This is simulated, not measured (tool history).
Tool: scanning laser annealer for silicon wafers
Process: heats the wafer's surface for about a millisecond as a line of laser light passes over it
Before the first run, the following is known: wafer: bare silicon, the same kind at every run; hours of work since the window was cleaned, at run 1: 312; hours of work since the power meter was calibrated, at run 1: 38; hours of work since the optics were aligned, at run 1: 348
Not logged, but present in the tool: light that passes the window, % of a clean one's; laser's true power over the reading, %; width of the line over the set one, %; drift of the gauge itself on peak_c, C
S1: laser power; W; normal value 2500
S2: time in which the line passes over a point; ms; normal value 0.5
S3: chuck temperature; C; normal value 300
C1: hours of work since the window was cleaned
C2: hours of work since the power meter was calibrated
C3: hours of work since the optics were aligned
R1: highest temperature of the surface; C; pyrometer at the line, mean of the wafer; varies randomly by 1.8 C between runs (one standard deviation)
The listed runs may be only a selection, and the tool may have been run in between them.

run,hour,S1,S2,S3,C1,C2,C3,R1
1,0,2500,0.5,300,312,38,348,1072
2,5.4,2132,0.5,300,316,42,352,948
3,13.1,2132,0.5,300,321,47,357,948
4,21,2132,0.5,300,326,52,362,947
5,26.2,2500,0.5,261,329,55,365,1037
6,36,2500,0.5,261,336,62,372,1036
7,44.3,2500,0.519,300,341,67,377,1089
8,54.4,2500,0.425,300,348,74,384,1007
9,59.6,2500,0.425,300,351,77,387,1010
10,68.8,2500,0.425,300,357,83,393,1007
11,77.1,2500,0.425,300,363,89,399,1006
12,84.2,2500,0.445,300,367,93,404,1026
13,91,2500,0.5,300,372,98,408,1076
14,101,2500,0.5,300,378,104,415,1074
15,109.4,2500,0.394,300,384,110,420,979
16,119.5,2500,0.394,300,391,116,427,974
17,123.8,2500,0.5,300,393,119,430,1073
18,132,2500,0.5,321,399,125,435,1093
19,139.5,2500,0.5,321,404,130,440,1096
20,149.2,2500,0.5,321,410,136,446,1093
21,156.7,2500,0.5,321,415,141,451,1094
22,166.5,2500,0.406,283,421,147,458,969
23,176.4,2466,0.5,300,428,154,464,1063
# hour 179: window over the wafer cleaned
24,186.9,2487,0.42,335,5,159,470,1033
25,195.2,2672,0.602,300,11,165,475,1230
26,204.8,2672,0.602,300,17,171,481,1226
27,209.3,2672,0.602,300,20,174,484,1229
28,219.1,2414,0.405,323,26,181,491,983
29,228.6,2677,0.405,322,33,187,497,1064
30,237,2677,0.405,322,38,192,503,1065
31,245.9,2545,0.449,333,44,198,508,1077
32,256.1,2545,0.449,333,51,205,515,1078
33,265.6,2545,0.449,333,57,211,521,1078
34,271.3,2545,0.449,333,61,215,525,1079
35,279.6,2545,0.449,333,66,220,530,1078
36,287.4,2388,0.449,333,71,225,536,1024
37,295.2,2127,0.4,266,76,230,541,835
38,299.6,2623,0.4,335,79,233,544,1060
39,304.8,2429,0.454,273,83,237,547,983
40,312.5,2496,0.454,334,88,242,552,1069

What if the next run were any one of these 4? Each begins from the tool's condition after run 40:
A,322.7,2223,0.354,280,94,249,559,?
B,322.7,2694,0.408,287,94,249,559,?
C,322.7,2500,0.404,317,94,249,559,?
D,322.7,2500,0.597,285,94,249,559,?

run,R1
A,838
B,1037
C,1003
D,1139
Without the tool's hidden state the same runs would have given:
run,R1
A,839
B,1038
C,1003
D,1140
